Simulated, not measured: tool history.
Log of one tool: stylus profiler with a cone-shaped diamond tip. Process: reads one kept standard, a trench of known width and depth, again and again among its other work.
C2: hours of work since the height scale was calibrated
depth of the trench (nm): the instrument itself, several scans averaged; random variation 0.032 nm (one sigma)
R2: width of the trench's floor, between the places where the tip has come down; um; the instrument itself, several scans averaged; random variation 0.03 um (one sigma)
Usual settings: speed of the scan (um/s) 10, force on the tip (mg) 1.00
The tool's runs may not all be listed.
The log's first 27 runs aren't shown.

{"run": 28, "hour": 830.9, "speed of the scan (um/s)": 4, "force on the tip (mg)": 1.93, "scans with this tip": 5731, "C2": 452, "depth of the trench (nm)": 100.98, "R2": 28.6}
{"run": 29, "hour": 865.3, "speed of the scan (um/s)": 8, "force on the tip (mg)": 0.75, "scans with this tip": 6067, "C2": 478, "depth of the trench (nm)": 100.51, "R2": 28.55}
{"run": 30, "hour": 884.0, "speed of the scan (um/s)": 22, "force on the tip (mg)": 1.32, "scans with this tip": 6249, "C2": 493, "depth of the trench (nm)": 100.8, "R2": 28.46}
{"run": 31, "hour": 916.7, "speed of the scan (um/s)": 22, "force on the tip (mg)": 1.32, "scans with this tip": 6568, "C2": 518, "depth of the trench (nm)": 100.74, "R2": 28.37}
{"run": 32, "hour": 949.7, "speed of the scan (um/s)": 3, "force on the tip (mg)": 0.65, "scans with this tip": 6890, "C2": 543, "depth of the trench (nm)": 100.48, "R2": 28.56}
{"run": 33, "hour": 974.9, "speed of the scan (um/s)": 2, "force on the tip (mg)": 0.37, "scans with this tip": 7136, "C2": 562, "depth of the trench (nm)": 100.27, "R2": 28.6}
{"run": 34, "hour": 1012.6, "speed of the scan (um/s)": 4, "force on the tip (mg)": 2.88, "scans with this tip": 7503, "C2": 591, "depth of the trench (nm)": 101.27, "R2": 28.58}
{"run": 35, "hour": 1031.1, "speed of the scan (um/s)": 4, "force on the tip (mg)": 2.88, "scans with this tip": 7684, "C2": 606, "depth of the trench (nm)": 101.33, "R2": 28.58}
{"run": 36, "hour": 1054.2, "speed of the scan (um/s)": 6, "force on the tip (mg)": 2.06, "scans with this tip": 7908, "C2": 623, "depth of the trench (nm)": 101.04, "R2": 28.58}
{"run": 37, "hour": 1092.2, "speed of the scan (um/s)": 6, "force on the tip (mg)": 2.06, "scans with this tip": 8279, "C2": 653, "depth of the trench (nm)": 101.07, "R2": 28.56}
{"run": 38, "hour": 1121.0, "speed of the scan (um/s)": 6, "force on the tip (mg)": 0.52, "scans with this tip": 8560, "C2": 675, "depth of the trench (nm)": 100.47, "R2": 28.53}
{"run": 39, "hour": 1151.1, "speed of the scan (um/s)": 10, "force on the tip (mg)": 0.38, "scans with this tip": 8854, "C2": 698, "depth of the trench (nm)": 100.3, "R2": 28.42}
{"run": 40, "hour": 1170.8, "speed of the scan (um/s)": 10, "force on the tip (mg)": 0.38, "scans with this tip": 9046, "C2": 713, "depth of the trench (nm)": 100.35, "R2": 28.44}
{"run": 41, "hour": 1191.5, "speed of the scan (um/s)": 3, "force on the tip (mg)": 0.55, "scans with this tip": 9248, "C2": 729, "depth of the trench (nm)": 100.38, "R2": 28.56}
{"run": 42, "hour": 1228.2, "speed of the scan (um/s)": 5, "force on the tip (mg)": 2.62, "scans with this tip": 9605, "C2": 757, "depth of the trench (nm)": 101.2, "R2": 28.63}
{"run": 43, "hour": 1255.3, "speed of the scan (um/s)": 9, "force on the tip (mg)": 1.24, "scans with this tip": 9870, "C2": 778, "depth of the trench (nm)": 100.79, "R2": 28.51}
{"run": 44, "hour": 1298.2, "speed of the scan (um/s)": 9, "force on the tip (mg)": 1.24, "scans with this tip": 10288, "C2": 811, "depth of the trench (nm)": 100.79, "R2": 28.52}
{"run": 45, "hour": 1321.4, "speed of the scan (um/s)": 9, "force on the tip (mg)": 1.24, "scans with this tip": 10515, "C2": 829, "depth of the trench (nm)": 100.79, "R2": 28.54}
{"run": 46, "hour": 1362.9, "speed of the scan (um/s)": 9, "force on the tip (mg)": 1.24, "scans with this tip": 10919, "C2": 861, "depth of the trench (nm)": 100.78, "R2": 28.52}
{"run": 47, "hour": 1397.7, "speed of the scan (um/s)": 9, "force on the tip (mg)": 1.24, "scans with this tip": 11258, "C2": 887, "depth of the trench (nm)": 100.7, "R2": 28.52}
{"run": 48, "hour": 1437.6, "speed of the scan (um/s)": 9, "force on the tip (mg)": 1.24, "scans with this tip": 11648, "C2": 918, "depth of the trench (nm)": 100.66, "R2": 28.52}

3 ways to go on from here, each from the tool as it stands after run 48. What would each give?
{"run": "A", "hour": 1473.7, "speed of the scan (um/s)": 17, "force on the tip (mg)": 0.6, "scans with this tip": 12000, "C2": 946, "depth of the trench (nm)": "?", "R2": "?"}
{"run": "B", "hour": 1473.7, "speed of the scan (um/s)": 19, "force on the tip (mg)": 0.69, "scans with this tip": 12000, "C2": 946, "depth of the trench (nm)": "?", "R2": "?"}
{"run": "C", "hour": 1473.7, "speed of the scan (um/s)": 4, "force on the tip (mg)": 0.35, "scans with this tip": 12000, "C2": 946, "depth of the trench (nm)": "?", "R2": "?"}

run=A depth_of_the_trench_(nm)=100.48 R2=28.43
run=B depth_of_the_trench_(nm)=100.48 R2=28.40
run=C depth_of_the_trench_(nm)=100.25 R2=28.58
Without the tool's hidden state the same runs would have given:
run=A depth_of_the_trench_(nm)=100.47 R2=28.44
run=B depth_of_the_trench_(nm)=100.48 R2=28.41
run=C depth_of_the_trench_(nm)=100.25 R2=28.59
